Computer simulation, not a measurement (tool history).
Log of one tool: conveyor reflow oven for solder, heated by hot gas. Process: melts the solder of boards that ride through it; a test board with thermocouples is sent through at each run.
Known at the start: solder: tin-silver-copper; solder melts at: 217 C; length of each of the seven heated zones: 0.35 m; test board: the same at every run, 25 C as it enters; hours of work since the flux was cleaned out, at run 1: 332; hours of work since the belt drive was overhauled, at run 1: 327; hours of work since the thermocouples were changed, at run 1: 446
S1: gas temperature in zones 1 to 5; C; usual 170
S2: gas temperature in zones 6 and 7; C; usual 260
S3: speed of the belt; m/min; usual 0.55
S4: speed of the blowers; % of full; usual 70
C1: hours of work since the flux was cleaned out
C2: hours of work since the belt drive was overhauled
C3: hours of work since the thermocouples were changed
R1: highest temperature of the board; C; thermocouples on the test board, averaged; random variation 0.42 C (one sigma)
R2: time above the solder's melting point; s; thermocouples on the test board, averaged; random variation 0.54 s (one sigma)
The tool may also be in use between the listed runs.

{"run": 1, "hour": 0.0, "S1": 170, "S2": 260, "S3": 0.55, "S4": 70, "C1": 332, "C2": 327, "C3": 446, "R1": 239.7, "R2": 43.5}
{"run": 2, "hour": 16.1, "S1": 170, "S2": 260, "S3": 0.55, "S4": 70, "C1": 339, "C2": 334, "C3": 453, "R1": 240.3, "R2": 44}
{"run": 3, "hour": 31.2, "S1": 170, "S2": 260, "S3": 0.55, "S4": 70, "C1": 346, "C2": 341, "C3": 460, "R1": 239.7, "R2": 44}
{"run": 4, "hour": 43.4, "S1": 170, "S2": 260, "S3": 0.55, "S4": 70, "C1": 352, "C2": 347, "C3": 465, "R1": 239.8, "R2": 44.4}
{"run": 5, "hour": 64.5, "S1": 170, "S2": 260, "S3": 0.55, "S4": 70, "C1": 361, "C2": 356, "C3": 475, "R1": 240, "R2": 43.7}
{"run": 6, "hour": 87.7, "S1": 170, "S2": 260, "S3": 0.55, "S4": 70, "C1": 372, "C2": 367, "C3": 485, "R1": 239.4, "R2": 43.7}
{"run": 7, "hour": 106.8, "S1": 183, "S2": 260, "S3": 0.55, "S4": 70, "C1": 380, "C2": 375, "C3": 494, "R1": 242.3, "R2": 51.9}
{"hour": 130.6, "done": "flux residue cleaned out of gas plates and filters"}
{"run": 8, "hour": 132.4, "S1": 183, "S2": 260, "S3": 0.55, "S4": 70, "C1": 1, "C2": 385, "C3": 503, "R1": 246.3, "R2": 56.8}
{"run": 9, "hour": 151.8, "S1": 183, "S2": 260, "S3": 0.55, "S4": 70, "C1": 10, "C2": 393, "C3": 512, "R1": 246.1, "R2": 56.2}
{"run": 10, "hour": 170.7, "S1": 183, "S2": 260, "S3": 0.55, "S4": 70, "C1": 18, "C2": 402, "C3": 521, "R1": 245.1, "R2": 56.6}
{"run": 11, "hour": 193.2, "S1": 183, "S2": 260, "S3": 0.55, "S4": 70, "C1": 28, "C2": 412, "C3": 531, "R1": 246.4, "R2": 55.6}
{"run": 12, "hour": 216.7, "S1": 170, "S2": 260, "S3": 0.55, "S4": 70, "C1": 39, "C2": 423, "C3": 541, "R1": 243.4, "R2": 49.2}
{"run": 13, "hour": 228.4, "S1": 170, "S2": 260, "S3": 0.55, "S4": 84, "C1": 44, "C2": 428, "C3": 547, "R1": 247.8, "R2": 53.2}
{"run": 14, "hour": 246.8, "S1": 170, "S2": 260, "S3": 0.55, "S4": 70, "C1": 52, "C2": 436, "C3": 555, "R1": 243.4, "R2": 49.9}
{"run": 15, "hour": 269.2, "S1": 170, "S2": 260, "S3": 0.55, "S4": 70, "C1": 62, "C2": 446, "C3": 565, "R1": 243.5, "R2": 47.7}
{"run": 16, "hour": 285.9, "S1": 157, "S2": 268, "S3": 0.659, "S4": 70, "C1": 70, "C2": 454, "C3": 573, "R1": 239.7, "R2": 33.3}
{"run": 17, "hour": 304.4, "S1": 167, "S2": 249, "S3": 0.612, "S4": 82, "C1": 78, "C2": 462, "C3": 581, "R1": 233.2, "R2": 32.1}
{"run": 18, "hour": 320.7, "S1": 170, "S2": 273, "S3": 0.531, "S4": 80, "C1": 86, "C2": 469, "C3": 588, "R1": 258.8, "R2": 63.2}
{"run": 19, "hour": 338.6, "S1": 170, "S2": 273, "S3": 0.553, "S4": 70, "C1": 94, "C2": 477, "C3": 596, "R1": 254.5, "R2": 56.7}
{"run": 20, "hour": 352.6, "S1": 167, "S2": 257, "S3": 0.55, "S4": 60, "C1": 100, "C2": 484, "C3": 603, "R1": 236.8, "R2": 38.8}
{"run": 21, "hour": 365.7, "S1": 173, "S2": 257, "S3": 0.534, "S4": 60, "C1": 106, "C2": 490, "C3": 609, "R1": 239.8, "R2": 44.7}
{"run": 22, "hour": 381.0, "S1": 173, "S2": 257, "S3": 0.534, "S4": 60, "C1": 113, "C2": 497, "C3": 615, "R1": 238.9, "R2": 45.9}
{"run": 23, "hour": 405.2, "S1": 170, "S2": 265, "S3": 0.55, "S4": 70, "C1": 124, "C2": 507, "C3": 626, "R1": 247.2, "R2": 52}
{"run": 24, "hour": 419.0, "S1": 162, "S2": 260, "S3": 0.585, "S4": 56, "C1": 130, "C2": 514, "C3": 633, "R1": 234.4, "R2": 30.2}
{"run": 25, "hour": 433.1, "S1": 162, "S2": 260, "S3": 0.585, "S4": 56, "C1": 136, "C2": 520, "C3": 639, "R1": 234, "R2": 29.3}
{"run": 26, "hour": 445.5, "S1": 157, "S2": 260, "S3": 0.585, "S4": 83, "C1": 142, "C2": 526, "C3": 645, "R1": 241.7, "R2": 40.1}
{"run": 27, "hour": 469.2, "S1": 173, "S2": 260, "S3": 0.55, "S4": 57, "C1": 153, "C2": 536, "C3": 655, "R1": 238.9, "R2": 43.2}
{"run": 28, "hour": 491.5, "S1": 177, "S2": 251, "S3": 0.55, "S4": 62, "C1": 163, "C2": 546, "C3": 665, "R1": 235, "R2": 40.6}
{"run": 29, "hour": 513.5, "S1": 177, "S2": 251, "S3": 0.55, "S4": 62, "C1": 173, "C2": 556, "C3": 675, "R1": 234.3, "R2": 38.8}
{"run": 30, "hour": 537.3, "S1": 177, "S2": 251, "S3": 0.515, "S4": 79, "C1": 183, "C2": 567, "C3": 686, "R1": 239.7, "R2": 53.3}

Hidden state at the last listed run before each entry between runs and at the first one after, where it differs:
Between runs 7 and 8: flux residue cleaned out of gas plates and filters (hour 130.6)
  heat that the gas passes to the board, % of a clean oven's: 84.2 -> 99.6; belt's true speed, % of the reading: 99.22 -> 99.2; true gas temperature in zones 6 and 7 over the reading, C: 0.15 -> 0.16
  measured less the result without the state, R1: -3.3 -> +0.3 C; R2: -4.1 -> +0.7 s
